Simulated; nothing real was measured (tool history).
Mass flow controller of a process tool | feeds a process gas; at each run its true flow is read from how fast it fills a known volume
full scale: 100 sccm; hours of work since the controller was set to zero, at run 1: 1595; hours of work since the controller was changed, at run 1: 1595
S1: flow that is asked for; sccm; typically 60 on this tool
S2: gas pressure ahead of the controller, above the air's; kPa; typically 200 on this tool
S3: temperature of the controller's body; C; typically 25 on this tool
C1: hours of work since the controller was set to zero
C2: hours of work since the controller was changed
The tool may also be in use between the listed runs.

run 1 hour=0.0 | S1=60 S2=200 S3=25 | C1=1595 C2=1595 | true_flow_(%)=98.90
run 2 hour=120.7 | S1=60 S2=200 S3=25 | C1=1641 C2=1641 | true_flow_(%)=98.79
run 3 hour=276.6 | S1=60 S2=200 S3=25 | C1=1701 C2=1701 | true_flow_(%)=98.82
run 4 hour=418.7 | S1=60 S2=200 S3=25 | C1=1755 C2=1755 | true_flow_(%)=98.84
run 5 hour=522.4 | S1=36 S2=200 S3=25 | C1=1795 C2=1795 | true_flow_(%)=98.15
run 6 hour=597.5 | S1=60 S2=200 S3=36 | C1=1823 C2=1823 | true_flow_(%)=97.84
run 7 hour=668.4 | S1=60 S2=200 S3=37 | C1=1851 C2=1851 | true_flow_(%)=97.76
run 8 hour=739.4 | S1=60 S2=200 S3=25 | C1=1878 C2=1878 | true_flow_(%)=98.90
run 9 hour=842.0 | S1=60 S2=200 S3=25 | C1=1917 C2=1917 | true_flow_(%)=98.71
run 10 hour=985.7 | S1=60 S2=200 S3=25 | C1=1972 C2=1972 | true_flow_(%)=98.76
run 11 hour=1105.2 | S1=60 S2=200 S3=25 | C1=2018 C2=2018 | true_flow_(%)=98.79
run 12 hour=1229.3 | S1=60 S2=200 S3=25 | C1=2065 C2=2065 | true_flow_(%)=98.83
run 13 hour=1312.3 | S1=60 S2=200 S3=25 | C1=2097 C2=2097 | true_flow_(%)=98.79
run 14 hour=1417.4 | S1=60 S2=200 S3=25 | C1=2137 C2=2137 | true_flow_(%)=98.84
run 15 hour=1487.0 | S1=60 S2=200 S3=24 | C1=2164 C2=2164 | true_flow_(%)=98.85
run 16 hour=1571.2 | S1=54 S2=207 S3=32 | C1=2196 C2=2196 | true_flow_(%)=98.11
run 17 hour=1696.0 | S1=42 S2=200 S3=22 | C1=2244 C2=2244 | true_flow_(%)=98.42
run 18 hour=1777.1 | S1=62 S2=169 S3=24 | C1=2275 C2=2275 | true_flow_(%)=98.92
run 19 hour=1943.8 | S1=62 S2=169 S3=24 | C1=2339 C2=2339 | true_flow_(%)=98.83
run 20 hour=2060.4 | S1=21 S2=147 S3=25 | C1=2383 C2=2383 | true_flow_(%)=97.47
run 21 hour=2144.5 | S1=28 S2=237 S3=21 | C1=2416 C2=2416 | true_flow_(%)=98.30
run 22 hour=2294.1 | S1=28 S2=237 S3=38 | C1=2473 C2=2473 | true_flow_(%)=96.94
run 23 hour=2361.8 | S1=24 S2=250 S3=25 | C1=2499 C2=2499 | true_flow_(%)=97.89
run 24 hour=2457.0 | S1=24 S2=250 S3=25 | C1=2535 C2=2535 | true_flow_(%)=97.90
run 25 hour=2538.1 | S1=24 S2=250 S3=25 | C1=2566 C2=2566 | true_flow_(%)=98.07
run 26 hour=2700.5 | S1=24 S2=250 S3=25 | C1=2629 C2=2629 | true_flow_(%)=97.81
run 27 hour=2810.3 | S1=73 S2=250 S3=38 | C1=2671 C2=2671 | true_flow_(%)=98.27
run 28 hour=2945.6 | S1=73 S2=250 S3=38 | C1=2722 C2=2722 | true_flow_(%)=98.29
run 29 hour=3059.8 | S1=12 S2=262 S3=31 | C1=2766 C2=2766 | true_flow_(%)=97.14

Forecast each of these 5 alternatives for the next run:
run A hour=3152.8 | S1=83 S2=179 S3=25 | C1=2802 C2=2802 | true_flow_(%)=?
run B hour=3152.8 | S1=30 S2=171 S3=36 | C1=2802 C2=2802 | true_flow_(%)=?
run C hour=3152.8 | S1=56 S2=148 S3=31 | C1=2802 C2=2802 | true_flow_(%)=?
run D hour=3152.8 | S1=50 S2=193 S3=34 | C1=2802 C2=2802 | true_flow_(%)=?
run E hour=3152.8 | S1=12 S2=200 S3=25 | C1=2802 C2=2802 | true_flow_(%)=?

run=A true_flow_(%)=99.48
run=B true_flow_(%)=96.97
run=C true_flow_(%)=98.06
run=D true_flow_(%)=97.81
run=E true_flow_(%)=97.48
Without the tool's hidden state the same runs would have given:
run=A true_flow_(%)=99.47
run=B true_flow_(%)=96.96
run=C true_flow_(%)=98.05
run=D true_flow_(%)=97.81
run=E true_flow_(%)=97.46
